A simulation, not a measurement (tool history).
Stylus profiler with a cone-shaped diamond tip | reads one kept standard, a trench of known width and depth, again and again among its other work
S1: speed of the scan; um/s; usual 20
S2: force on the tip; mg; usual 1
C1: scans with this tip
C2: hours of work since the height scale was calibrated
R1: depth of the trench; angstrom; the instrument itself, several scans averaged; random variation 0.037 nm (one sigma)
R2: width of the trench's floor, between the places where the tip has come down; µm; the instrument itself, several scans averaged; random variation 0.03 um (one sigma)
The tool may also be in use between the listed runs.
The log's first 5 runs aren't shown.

run,hour,S1,S2,C1,C2,R1,R2
6,345.9,20,1,4238,445,1010.1,97.84
7,423.9,20,1,4536,476,1010.1,97.82
8,480.2,20,1,4752,499,1010.5,97.83
9,571.1,19,1,5099,535,1010.8,97.88
10,659.2,34,1,5436,571,1010.7,97.71
11,730.4,34,1,5708,599,1009.9,97.74
12,796.5,34,1,5961,626,1010.8,97.78
13,863,34,1,6215,652,1010.5,97.73
14,926.9,34,1,6459,678,1011,97.7
15,1002.4,20,1,6748,708,1011,97.77
16,1082.9,43,1.38,7056,741,1012.8,97.71
17,1133.5,36,0.52,7249,761,1008.2,97.62
18,1177.8,6,1.47,7419,779,1013.7,97.89
19,1269.7,10,1.7,7770,816,1015,97.92
20,1347.9,6,1.6,8069,847,1014.6,97.86
21,1418.5,53,1.66,8339,875,1015.4,97.61
# hour 1432.3: height scale calibrated on a step standard
22,1467.7,56,2.79,8525,14,1018.1,97.7
23,1544.2,56,2.79,8817,45,1018.2,97.66
24,1595.7,56,2.79,9014,66,1017.2,97.68
25,1683.9,56,2.79,9351,101,1017.4,97.66
26,1746.5,20,2.29,9591,126,1014.4,97.74
27,1815.5,44,0.7,9854,154,1007,97.51
28,1893.6,10,0.58,10153,185,1006.3,97.73
29,1939.8,29,0.43,10330,204,1005,97.61
30,2017,29,0.43,10625,235,1006,97.58

Forecast each of these 3 alternatives for the next run:
A,2101.3,33,1.95,10947,269,?,?
B,2101.3,7,1,10947,269,?,?
C,2101.3,29,0.43,10947,269,?,?

run,R1,R2
A,1014.1,97.7
B,1009.8,97.8
C,1005.5,97.56
Without the tool's hidden state the same runs would have given:
run,R1,R2
A,1013.4,97.89
B,1009.2,97.99
C,1004.9,97.76

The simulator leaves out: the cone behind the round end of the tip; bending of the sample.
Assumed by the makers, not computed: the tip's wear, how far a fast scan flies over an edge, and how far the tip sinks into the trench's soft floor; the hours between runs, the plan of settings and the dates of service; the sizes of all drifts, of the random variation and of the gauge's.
